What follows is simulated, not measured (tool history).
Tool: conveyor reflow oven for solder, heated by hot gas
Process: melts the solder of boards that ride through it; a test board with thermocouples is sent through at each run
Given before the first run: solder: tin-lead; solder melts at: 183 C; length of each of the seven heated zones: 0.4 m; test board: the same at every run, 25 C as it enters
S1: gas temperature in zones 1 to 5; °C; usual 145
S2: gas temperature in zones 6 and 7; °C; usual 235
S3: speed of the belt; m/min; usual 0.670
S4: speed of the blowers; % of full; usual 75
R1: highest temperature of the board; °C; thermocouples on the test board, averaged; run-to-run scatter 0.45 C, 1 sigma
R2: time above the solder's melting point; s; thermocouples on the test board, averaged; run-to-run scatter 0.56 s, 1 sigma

run     day   S1   S2     S3  S4     R1    R2
  1   0.000  145  235  0.670  75  213.5  51.6
  2   0.871  145  235  0.670  75  213.0  52.2
      1.304  -- thermocouples of zones 6 and 7 changed
  3   1.896  145  235  0.670  75  215.7  54.9
  4   2.904  145  235  0.670  75  215.4  54.2
  5   3.488  145  235  0.670  75  215.4  53.5
  6   4.504  145  235  0.670  75  215.1  54.1
  7   5.042  145  235  0.619  75  217.6  60.7
  8   5.533  145  235  0.670  75  214.1  53.6
  9   6.617  145  235  0.670  75  214.9  52.8
 10   7.288  136  235  0.670  75  212.7  48.9
 11   8.058  136  235  0.670  75  213.0  48.5
 12   8.717  145  235  0.670  69  213.7  53.7
 13   9.717  145  235  0.670  69  214.2  53.1
 14  10.812  145  235  0.670  67  214.1  52.4
 15  11.350  145  235  0.670  75  215.0  53.4
 16  12.388  145  235  0.670  75  214.1  52.2
 17  12.904  144  235  0.773  75  208.8  41.4
 18  13.638  144  232  0.638  75  212.4  54.8
 19  14.475  144  232  0.638  75  213.6  54.6
 20  15.433  144  232  0.638  75  212.9  54.2
 21  16.550  158  232  0.604  75  217.0  67.7
 22  17.546  158  223  0.598  75  209.9  62.5
 23  18.617  158  223  0.598  75  210.4  62.8
 24  19.438  148  223  0.692  59  200.0  38.0
 25  20.529  148  223  0.692  59  200.4  37.9
 26  21.492  148  223  0.692  59  200.0  38.7
 27  22.096  148  223  0.692  59  201.3  37.4
 28  23.233  145  235  0.551  51  215.3  66.3
 29  24.258  155  233  0.795  51  201.9  35.7
 30  25.375  147  233  0.737  85  210.4  46.5

How would selected steps in R1 from run to run divide? Give the signed amount a tool lacking its hidden state would still show from settings, what came in and random variation, and the signed amount left for the hidden state, including any gauge scatter that is not in both of the compared results.
What the log doesn't record here: heat that the gas passes to the board, % of a clean oven's; belt's true speed, % of the reading; true gas temperature in zones 6 and 7 over the reading, C; drift of the gauge itself on peak_c, C; drift of the gauge itself on liquid_s, %.
Run 2 -> 3: thermocouples of zones 6 and 7 changed. R1 +2.7 °C: hidden state +2.5, all else +0.2.
Run 23 -> 24: S1 158 -> 148, S3 0.598 -> 0.692, S4 75 -> 59. R1 -10.4 °C: hidden state -0.3, all else -10.1.
Run 27 -> 28: S1 148 -> 145, S2 223 -> 235, S3 0.692 -> 0.551, S4 59 -> 51. R1 +14.0 °C: hidden state +0.1, all else +13.9.
Run 28 -> 29: S1 145 -> 155, S2 235 -> 233, S3 0.551 -> 0.795. R1 -13.4 °C: hidden state -0.5, all else -12.9.
Run 29 -> 30: S1 155 -> 147, S3 0.795 -> 0.737, S4 51 -> 85. R1 +8.5 °C: hidden state -0.5, all else +9.0.
